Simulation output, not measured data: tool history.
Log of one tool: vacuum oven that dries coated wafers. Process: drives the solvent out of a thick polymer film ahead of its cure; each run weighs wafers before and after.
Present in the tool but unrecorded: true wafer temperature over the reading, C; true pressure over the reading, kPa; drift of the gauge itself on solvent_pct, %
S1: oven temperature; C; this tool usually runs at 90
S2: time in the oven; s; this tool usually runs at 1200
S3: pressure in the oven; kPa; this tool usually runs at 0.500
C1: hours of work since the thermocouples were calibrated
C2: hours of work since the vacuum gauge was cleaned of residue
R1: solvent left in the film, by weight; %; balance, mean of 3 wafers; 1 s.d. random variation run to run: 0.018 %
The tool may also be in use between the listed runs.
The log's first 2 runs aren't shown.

| run | hour | S1 | S2 | S3 | C1 | C2 | R1 |
|---|---|---|---|---|---|---|---|
| 3 | 20.8 | 101 | 1200 | 0.500 | 766 | 339 | 1.99 |
| 4 | 29.1 | 90 | 1200 | 1.299 | 772 | 345 | 4.35 |
| 5 | 41.1 | 90 | 1200 | 0.853 | 781 | 353 | 4.09 |
| 6 | 49.3 | 90 | 1200 | 0.853 | 786 | 359 | 4.06 |
| 7 | 60.6 | 90 | 1200 | 0.853 | 794 | 367 | 4.07 |
| 8 | 72.1 | 91 | 1200 | 0.853 | 802 | 375 | 3.88 |
| 9 | 82.3 | 91 | 1200 | 0.853 | 809 | 382 | 3.88 |
| 10 | 94.0 | 91 | 1200 | 0.853 | 817 | 390 | 3.85 |
| 11 | 101.4 | 99 | 1200 | 0.500 | 823 | 395 | 2.27 |
| 12 | 109.9 | 99 | 1200 | 0.500 | 828 | 401 | 2.26 |
| 13 | 116.7 | 90 | 1200 | 1.283 | 833 | 406 | 4.31 |
| 14 | 123.6 | 93 | 1200 | 0.500 | 838 | 410 | 3.30 |
| 15 | 135.7 | 93 | 1200 | 0.500 | 846 | 419 | 3.28 |
| 16 | 146.4 | 90 | 900 | 0.500 | 854 | 426 | 5.25 |
| 17 | 154.0 | 90 | 900 | 0.500 | 859 | 431 | 5.23 |
| 18 | 167.1 | 90 | 1020 | 0.500 | 868 | 441 | 4.64 |
| 19 | 178.6 | 90 | 1020 | 0.500 | 876 | 449 | 4.63 |
| 20 | 189.2 | 90 | 1020 | 0.500 | 884 | 456 | 4.62 |
| 21 | 196.6 | 90 | 1020 | 0.500 | 889 | 461 | 4.62 |
| 22 | 209.6 | 96 | 1020 | 0.492 | 898 | 470 | 3.43 |

Run 23 is up next; what results do you expect?
| 23 | 222.6 | 83 | 600 | 1.103 | 907 | 479 | ? |

{"run 23": {"R1": 8.83}}
Minus the tool's unlogged condition, the same run would have read R1 8.96 %.
